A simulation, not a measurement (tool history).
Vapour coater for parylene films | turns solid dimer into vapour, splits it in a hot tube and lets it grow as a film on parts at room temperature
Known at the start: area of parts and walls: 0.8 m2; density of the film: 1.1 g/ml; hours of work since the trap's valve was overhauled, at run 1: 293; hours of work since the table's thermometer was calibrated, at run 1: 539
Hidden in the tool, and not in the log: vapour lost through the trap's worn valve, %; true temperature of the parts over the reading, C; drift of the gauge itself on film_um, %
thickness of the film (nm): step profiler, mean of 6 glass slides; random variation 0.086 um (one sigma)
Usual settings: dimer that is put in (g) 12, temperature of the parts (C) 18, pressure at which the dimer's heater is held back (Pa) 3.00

run     day  dimer that is put in (g)  temperature of the parts (C)  pressure at which the dimer's heater is held back (Pa)  hours of work since the trap's valve was overhauled  hours of work since the table's thermometer was calibrated  thickness of the film (nm)
  1   0.000                        12                            18                                                    3.00                                                  293                                                         539                        9720
  2   1.042                        12                            18                                                    3.00                                                  307                                                         552                        9660
  3   1.833                        12                            18                                                    3.00                                                  317                                                         563                        9620
  4   3.658                        12                            18                                                    2.77                                                  341                                                         586                        9710
  5   4.958                        12                            18                                                    3.00                                                  358                                                         603                        9380
  6   6.021                        12                            18                                                    3.00                                                  372                                                         617                        9460
  7   7.888                        12                            18                                                    3.00                                                  396                                                         641                        9420
  8   9.121                        12                            18                                                    3.00                                                  412                                                         657                        9450
  9  11.021                        12                            18                                                    3.00                                                  436                                                         682                        9310
 10  12.575                        12                            18                                                    3.00                                                  456                                                         702                        9200
 11  13.846                        12                            18                                                    3.00                                                  473                                                         718                        9290
     14.450  -- trap's valve overhauled
 12  15.612                        12                            18                                                    3.00                                                   15                                                         739                       10270
 13  17.117                        12                            18                                                    3.00                                                   35                                                         758                       10070
 14  18.308                        12                            18                                                    4.17                                                   50                                                         774                        9410
 15  20.133                        12                            18                                                    4.17                                                   74                                                         798                        9170
 16  21.496                        12                            18                                                    4.17                                                   91                                                         815                        9160
 17  23.212                        12                            18                                                    4.17                                                  114                                                         837                        9070
 18  24.408                        16                            18                                                    3.00                                                  129                                                         853                       13150
 19  25.854                        19                            18                                                    3.00                                                  148                                                         872                       15720
 20  26.712                        19                            18                                                    3.00                                                  159                                                         883                       15900
 21  27.775                        13                            11                                                    6.72                                                  173                                                         897                       12030
 22  28.779                         7                            11                                                   10.54                                                  186                                                         910                        5740
 23  29.629                         7                            14                                                    6.97                                                  197                                                         921                        5550
 24  31.150                        12                            24                                                    8.30                                                  216                                                         940                        5830
 25  32.038                        12                            24                                                    8.30                                                  228                                                         952                        5880
 26  33.438                        12                            12                                                    2.60                                                  246                                                         970                       12630
 27  35.033                         5                            30                                                    2.15                                                  267                                                         991                        2500
 28  36.588                         5                            30                                                    2.15                                                  287                                                        1011                        2550
 29  37.650                        10                            18                                                    5.74                                                  301                                                        1025                        6840
 30  38.904                        20                            13                                                    6.94                                                  317                                                        1041                       16420

Run 31 comes next. What will it give?
 31  40.071                         6                            15                                                    2.51                                                  332                                                        1056                           ?

thickness of the film (nm): 5730
Without the tool's hidden state the same run would have given thickness of the film (nm) 6320.
